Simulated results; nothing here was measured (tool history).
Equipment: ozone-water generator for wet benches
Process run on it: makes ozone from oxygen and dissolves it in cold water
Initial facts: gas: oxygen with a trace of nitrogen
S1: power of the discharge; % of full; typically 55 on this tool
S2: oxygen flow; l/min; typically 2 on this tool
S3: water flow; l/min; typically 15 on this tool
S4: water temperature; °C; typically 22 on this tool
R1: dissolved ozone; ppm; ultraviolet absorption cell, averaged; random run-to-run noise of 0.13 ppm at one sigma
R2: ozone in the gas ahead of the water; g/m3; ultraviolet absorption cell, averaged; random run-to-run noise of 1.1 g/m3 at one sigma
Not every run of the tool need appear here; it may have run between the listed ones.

{"run": 1, "hour": 0.0, "S1": 55, "S2": 2, "S3": 15, "S4": 22, "R1": 13, "R2": 190.4}
{"run": 2, "hour": 54.0, "S1": 55, "S2": 2, "S3": 15, "S4": 22, "R1": 12.8, "R2": 187.1}
{"run": 3, "hour": 173.0, "S1": 55, "S2": 2, "S3": 15, "S4": 22, "R1": 12.6, "R2": 188.8}
{"hour": 240.7, "done": "contactor cleaned"}
{"run": 4, "hour": 257.8, "S1": 55, "S2": 2, "S3": 15, "S4": 23, "R1": 13.3, "R2": 187.3}
{"run": 5, "hour": 382.8, "S1": 55, "S2": 2, "S3": 15, "S4": 16, "R1": 14.3, "R2": 187.3}
{"run": 6, "hour": 496.9, "S1": 55, "S2": 2, "S3": 10, "S4": 16, "R1": 20.2, "R2": 187}
{"run": 7, "hour": 548.1, "S1": 55, "S2": 2, "S3": 10, "S4": 16, "R1": 20.2, "R2": 184.7}
{"run": 8, "hour": 663.2, "S1": 55, "S2": 2, "S3": 10, "S4": 16, "R1": 20, "R2": 183.3}
{"run": 9, "hour": 741.1, "S1": 55, "S2": 2, "S3": 10, "S4": 26, "R1": 17.3, "R2": 185.5}
{"run": 10, "hour": 866.7, "S1": 55, "S2": 2, "S3": 10, "S4": 26, "R1": 17.3, "R2": 182.6}
{"run": 11, "hour": 975.1, "S1": 66, "S2": 2, "S3": 15, "S4": 22, "R1": 15, "R2": 213.8}
{"run": 12, "hour": 1072.3, "S1": 66, "S2": 2.71, "S3": 15, "S4": 22, "R1": 14.6, "R2": 171.1}
{"run": 13, "hour": 1188.3, "S1": 55, "S2": 2, "S3": 15, "S4": 21, "R1": 13, "R2": 182.7}
{"run": 14, "hour": 1269.9, "S1": 55, "S2": 2, "S3": 15, "S4": 21, "R1": 12.8, "R2": 180.9}
{"run": 15, "hour": 1353.8, "S1": 55, "S2": 2, "S3": 15, "S4": 21, "R1": 12.8, "R2": 182.1}
{"run": 16, "hour": 1451.4, "S1": 55, "S2": 2, "S3": 15, "S4": 22, "R1": 12.5, "R2": 181.6}
{"run": 17, "hour": 1536.2, "S1": 55, "S2": 2, "S3": 20, "S4": 22, "R1": 9.3, "R2": 180.3}
{"run": 18, "hour": 1597.6, "S1": 89, "S2": 2, "S3": 13, "S4": 20, "R1": 21.5, "R2": 263.6}
{"run": 19, "hour": 1699.0, "S1": 62, "S2": 1.62, "S3": 13, "S4": 14, "R1": 16.7, "R2": 226}
{"run": 20, "hour": 1798.9, "S1": 44, "S2": 1.62, "S3": 13, "S4": 17, "R1": 12.5, "R2": 173.7}
{"hour": 1861.9, "done": "water thermometer calibrated"}
{"run": 21, "hour": 1924.5, "S1": 44, "S2": 1.62, "S3": 13, "S4": 17, "R1": 12.2, "R2": 173.7}
{"run": 22, "hour": 1999.1, "S1": 44, "S2": 1.62, "S3": 13, "S4": 17, "R1": 12.2, "R2": 171.9}
{"run": 23, "hour": 2092.3, "S1": 55, "S2": 2.07, "S3": 15, "S4": 22, "R1": 12.1, "R2": 169.7}
{"run": 24, "hour": 2146.9, "S1": 63, "S2": 3.47, "S3": 19, "S4": 20, "R1": 10.8, "R2": 134.4}
{"run": 25, "hour": 2203.9, "S1": 63, "S2": 3.47, "S3": 19, "S4": 20, "R1": 10.9, "R2": 132.1}
{"run": 26, "hour": 2309.6, "S1": 90, "S2": 1.07, "S3": 22, "S4": 16, "R1": 11.3, "R2": 393.2}
{"run": 27, "hour": 2426.4, "S1": 87, "S2": 1.07, "S3": 22, "S4": 16, "R1": 10.6, "R2": 381.7}
{"run": 28, "hour": 2511.9, "S1": 87, "S2": 1.07, "S3": 22, "S4": 16, "R1": 10.9, "R2": 381.5}
{"run": 29, "hour": 2589.7, "S1": 55, "S2": 2, "S3": 12, "S4": 22, "R1": 14.5, "R2": 172.2}
{"run": 30, "hour": 2641.9, "S1": 55, "S2": 2, "S3": 12, "S4": 22, "R1": 14.5, "R2": 173.5}
{"run": 31, "hour": 2761.9, "S1": 58, "S2": 3.08, "S3": 14, "S4": 29, "R1": 11.3, "R2": 132.5}
{"run": 32, "hour": 2825.0, "S1": 58, "S2": 3.08, "S3": 14, "S4": 29, "R1": 11.4, "R2": 131.9}
{"run": 33, "hour": 2929.8, "S1": 64, "S2": 1.01, "S3": 19, "S4": 16, "R1": 9.8, "R2": 304.4}

3 ways to go on from here, each from the tool as it stands after run 33. What would each give?
{"run": "A", "hour": 3001.2, "S1": 55, "S2": 1.29, "S3": 17, "S4": 22, "R1": "?", "R2": "?"}
{"run": "B", "hour": 3001.2, "S1": 55, "S2": 1.66, "S3": 20, "S4": 15, "R1": "?", "R2": "?"}
{"run": "C", "hour": 3001.2, "S1": 80, "S2": 1.38, "S3": 13, "S4": 16, "R1": "?", "R2": "?"}

run=A R1=10.1 R2=231.6
run=B R1=8.8 R2=194.6
run=C R1=18.2 R2=291.4
The same runs, with their run-to-run variation unchanged, on a tool lacking any hidden condition would have given:
run=A R1=12.9 R2=280
run=B R1=11.4 R2=235.2
run=C R1=25.1 R2=379.8
